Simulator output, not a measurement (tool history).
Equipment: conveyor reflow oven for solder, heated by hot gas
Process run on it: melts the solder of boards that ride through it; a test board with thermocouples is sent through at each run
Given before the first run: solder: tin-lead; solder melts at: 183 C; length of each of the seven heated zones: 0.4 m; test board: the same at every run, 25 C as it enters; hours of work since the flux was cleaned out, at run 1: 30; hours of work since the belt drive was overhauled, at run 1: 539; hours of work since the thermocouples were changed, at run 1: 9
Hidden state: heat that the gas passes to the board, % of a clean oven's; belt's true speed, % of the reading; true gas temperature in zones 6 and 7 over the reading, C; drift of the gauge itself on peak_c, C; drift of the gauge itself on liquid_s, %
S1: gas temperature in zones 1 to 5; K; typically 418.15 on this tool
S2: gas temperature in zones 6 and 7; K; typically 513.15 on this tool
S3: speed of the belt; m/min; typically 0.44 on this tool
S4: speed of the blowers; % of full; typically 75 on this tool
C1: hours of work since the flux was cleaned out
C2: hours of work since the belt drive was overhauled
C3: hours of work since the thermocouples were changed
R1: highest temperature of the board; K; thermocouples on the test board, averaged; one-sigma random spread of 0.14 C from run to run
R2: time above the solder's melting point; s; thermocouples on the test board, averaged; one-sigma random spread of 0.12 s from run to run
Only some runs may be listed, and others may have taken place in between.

run,hour,S1,S2,S3,S4,C1,C2,C3,R1,R2
1,0,418.15,513.15,0.44,75,30,539,9,495.05,90
2,7.6,418.15,513.15,0.44,75,34,543,13,494.75,89.9
3,17.3,418.15,513.15,0.44,75,38,547,18,494.65,90
4,28.2,418.15,503.15,0.44,75,43,552,23,486.55,80.9
5,34,418.15,516.15,0.44,75,46,555,26,497.35,92.4
6,40.3,418.15,516.15,0.44,75,49,558,29,497.65,92.1
7,45.9,432.15,513.15,0.44,75,52,561,31,497.35,100.9
8,55.5,432.15,513.15,0.44,75,56,565,36,497.15,100.9
9,65.8,418.15,513.15,0.44,75,61,570,41,494.55,89.6
10,75.7,418.15,513.15,0.44,75,66,575,45,494.35,89.4
11,81.4,418.15,513.15,0.44,75,69,578,48,494.35,89.5
12,87.8,418.15,513.15,0.44,75,72,581,51,494.55,89.6
13,97.6,418.15,513.15,0.44,75,77,585,56,494.45,89.8
14,102.4,405.15,513.15,0.44,75,79,588,58,491.85,80.6
15,107.8,418.15,513.15,0.44,75,81,590,61,494.75,89.5
16,115.5,432.15,515.15,0.429,50,85,594,64,494.85,100.4
17,123.2,432.15,524.15,0.449,67,89,598,68,504.15,103.8
18,132.9,416.15,513.15,0.44,67,93,602,73,492.35,86
19,142,418.15,514.15,0.44,54,98,607,77,490.55,84.6
20,148.8,418.15,505.15,0.458,85,101,610,80,488.15,79.6
21,154.4,418.15,505.15,0.458,85,104,613,83,488.25,79.9
22,159.3,418.15,505.15,0.458,85,106,615,85,488.05,79.8
23,167.4,418.15,505.15,0.458,85,110,619,89,488.05,79.6
24,171.8,425.15,522.15,0.352,77,112,621,91,509.95,131.8
25,181.9,413.15,528.15,0.451,66,117,626,96,502.95,92.3
26,192.2,413.15,528.15,0.451,66,122,631,101,502.85,91.9
27,201.8,418.15,519.15,0.44,75,126,635,106,499.15,94.1
28,207.6,418.15,519.15,0.44,75,129,638,108,499.45,94
29,214.1,407.15,505.15,0.521,52,132,641,111,473.35,41.6
30,218.5,411.15,522.15,0.37,79,134,643,114,507.45,115.7

Alternative continuations, all from the tool just after run 30; predict every row:
A,227.7,418.15,526.15,0.435,78,139,648,118,?,?
B,227.7,424.15,510.15,0.37,72,139,648,118,?,?
C,227.7,433.15,503.15,0.37,55,139,648,118,?,?
D,227.7,407.15,513.15,0.44,85,139,648,118,?,?

run,R1,R2
A,506.25,100.6
B,497.05,114.3
C,489.95,113.8
D,494.05,83.4
Take away the tool's hidden state, keep each run's random variation, and the runs would have read:
run,R1,R2
A,507.95,101.1
B,498.45,114.9
C,491.25,114.5
D,495.75,84.7

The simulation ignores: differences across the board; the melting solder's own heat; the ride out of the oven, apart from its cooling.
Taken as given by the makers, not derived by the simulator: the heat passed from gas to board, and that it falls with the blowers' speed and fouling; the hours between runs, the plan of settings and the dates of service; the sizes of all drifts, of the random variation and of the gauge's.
